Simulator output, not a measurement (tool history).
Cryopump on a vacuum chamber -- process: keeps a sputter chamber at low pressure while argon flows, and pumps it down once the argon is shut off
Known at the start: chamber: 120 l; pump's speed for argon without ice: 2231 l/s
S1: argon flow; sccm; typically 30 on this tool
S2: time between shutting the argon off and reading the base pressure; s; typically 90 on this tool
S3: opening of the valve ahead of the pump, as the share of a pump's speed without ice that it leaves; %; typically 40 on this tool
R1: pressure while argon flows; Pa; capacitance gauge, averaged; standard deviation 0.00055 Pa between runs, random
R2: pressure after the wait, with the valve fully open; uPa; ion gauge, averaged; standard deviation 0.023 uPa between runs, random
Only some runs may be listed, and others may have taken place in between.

Run 1, day 0.000: usual settings. Result: R1 0.0619 Pa, R2 1.36 uPa.
Run 2, day 0.771: usual settings. Result: R1 0.0600 Pa, R2 1.36 uPa.
Run 3, day 1.254: usual settings. Result: R1 0.0623 Pa, R2 1.34 uPa.
Run 4, day 1.979: usual settings. Result: R1 0.0626 Pa, R2 1.34 uPa.
Run 5, day 2.554: usual settings. Result: R1 0.0613 Pa, R2 1.36 uPa.
Run 6, day 3.033: usual settings. Result: R1 0.0634 Pa, R2 1.43 uPa.
Run 7, day 3.892: usual settings but S2 229 s. Result: R1 0.0625 Pa, R2 0.98 uPa.
Run 8, day 4.429: usual settings but S2 229 s. Result: R1 0.0626 Pa, R2 1.00 uPa.
Run 9, day 5.054: usual settings but S1 18 sccm, S2 229 s. Result: R1 0.0375 Pa, R2 1.01 uPa.
Run 10, day 5.796: usual settings but S1 18 sccm, S2 229 s. Result: R1 0.0385 Pa, R2 1.01 uPa.
Run 11, day 6.392: usual settings but S1 18 sccm, S2 70 s. Result: R1 0.0381 Pa, R2 1.56 uPa.
Run 12, day 7.112: usual settings but S1 18 sccm, S2 70 s. Result: R1 0.0382 Pa, R2 1.59 uPa.
At day 7.825: pump warmed up, emptied and cooled again.
Run 13, day 7.917: usual settings but S1 15 sccm, S2 70 s. Result: R1 0.0283 Pa, R2 1.43 uPa.
Run 14, day 8.712: usual settings but S1 15 sccm, S2 70 s. Result: R1 0.0279 Pa, R2 1.47 uPa.
Run 15, day 9.208: usual settings. Result: R1 0.0578 Pa, R2 1.21 uPa.
Run 16, day 9.571: usual settings. Result: R1 0.0573 Pa, R2 1.26 uPa.
Run 17, day 10.142: usual settings but S3 58 %. Result: R1 0.0399 Pa, R2 1.28 uPa.
Run 18, day 10.650: usual settings but S3 58 %. Result: R1 0.0395 Pa, R2 1.26 uPa.
Run 19, day 11.454: usual settings but S3 58 %. Result: R1 0.0400 Pa, R2 1.32 uPa.
Run 20, day 12.279: usual settings but S1 28 sccm, S2 258 s, S3 41 %. Result: R1 0.0527 Pa, R2 0.92 uPa.
Run 21, day 12.796: usual settings but S1 14 sccm, S2 79 s, S3 18 %. Result: R1 0.0597 Pa, R2 1.37 uPa.
Run 22, day 13.558: usual settings but S2 28 s, S3 54 %. Result: R1 0.0439 Pa, R2 2.64 uPa.
Run 23, day 13.983: usual settings but S3 21 %. Result: R1 0.1089 Pa, R2 1.32 uPa.
Run 24, day 14.425: usual settings but S1 47 sccm, S2 58 s, S3 54 %. Result: R1 0.0677 Pa, R2 1.63 uPa.
Run 25, day 15.283: usual settings but S1 47 sccm, S2 58 s, S3 54 %. Result: R1 0.0684 Pa, R2 1.67 uPa.
Run 26, day 15.875: usual settings but S1 14 sccm, S2 70 s. Result: R1 0.0272 Pa, R2 1.54 uPa.
Run 27, day 16.417: usual settings but S1 57 sccm, S2 216 s, S3 26 %. Result: R1 0.1710 Pa, R2 1.06 uPa.
Run 28, day 17.038: usual settings but S1 57 sccm, S2 216 s, S3 26 %. Result: R1 0.1692 Pa, R2 0.97 uPa.
At day 17.242: leaking fittings of the chamber tightened, without venting.
Run 29, day 17.683: usual settings but S3 24 %. Result: R1 0.0965 Pa, R2 0.75 uPa.
Run 30, day 18.117: usual settings but S3 17 %. Result: R1 0.1368 Pa, R2 0.78 uPa.
Run 31, day 18.588: usual settings but S3 17 %. Result: R1 0.1360 Pa, R2 0.73 uPa.
Run 32, day 19.150: usual settings but S1 22 sccm, S2 131 s. Result: R1 0.0438 Pa, R2 0.62 uPa.
Run 33, day 19.554: usual settings but S1 22 sccm, S2 26 s, S3 15 %. Result: R1 0.1131 Pa, R2 2.20 uPa.
Run 34, day 19.925: usual settings but S1 14 sccm, S2 66 s, S3 22 %. Result: R1 0.0484 Pa, R2 1.02 uPa.
Run 35, day 20.396: usual settings but S1 19 sccm, S2 22 s. Result: R1 0.0376 Pa, R2 2.63 uPa.

Some steps in R1 between neighbouring runs. How much of each would the tool show without its hidden state too (settings, what came in, random variation), and how much is left for the hidden state, with any gauge scatter that isn't in both results?
The tool's hidden condition here consists of: pump's speed, % of a pump's without ice; cold plate's temperature, K; leak into the chamber, uPa l/s; drift of the gauge itself on working_pa, %; drift of the gauge itself on base_upa, %.
Run 8 -> 9: S1 30 -> 18. R1 -0.0251 Pa: hidden state -0.0023, all else -0.0228.
Run 12 -> 13: S1 18 -> 15, pump warmed up, emptied and cooled again. R1 -0.0099 Pa: hidden state -0.0039, all else -0.0060.
Run 26 -> 27: S1 14 -> 57, S2 70 -> 216, S3 40 -> 26. R1 +0.1438 Pa: hidden state +0.0028, all else +0.1410.
Run 28 -> 29: S1 57 -> 30, S2 216 -> 90, S3 26 -> 24, leaking fittings of the chamber tightened, without venting. R1 -0.0727 Pa: hidden state -0.0017, all else -0.0710.
Run 31 -> 32: S1 30 -> 22, S2 90 -> 131, S3 17 -> 40. R1 -0.0922 Pa: hidden state -0.0005, all else -0.0917.

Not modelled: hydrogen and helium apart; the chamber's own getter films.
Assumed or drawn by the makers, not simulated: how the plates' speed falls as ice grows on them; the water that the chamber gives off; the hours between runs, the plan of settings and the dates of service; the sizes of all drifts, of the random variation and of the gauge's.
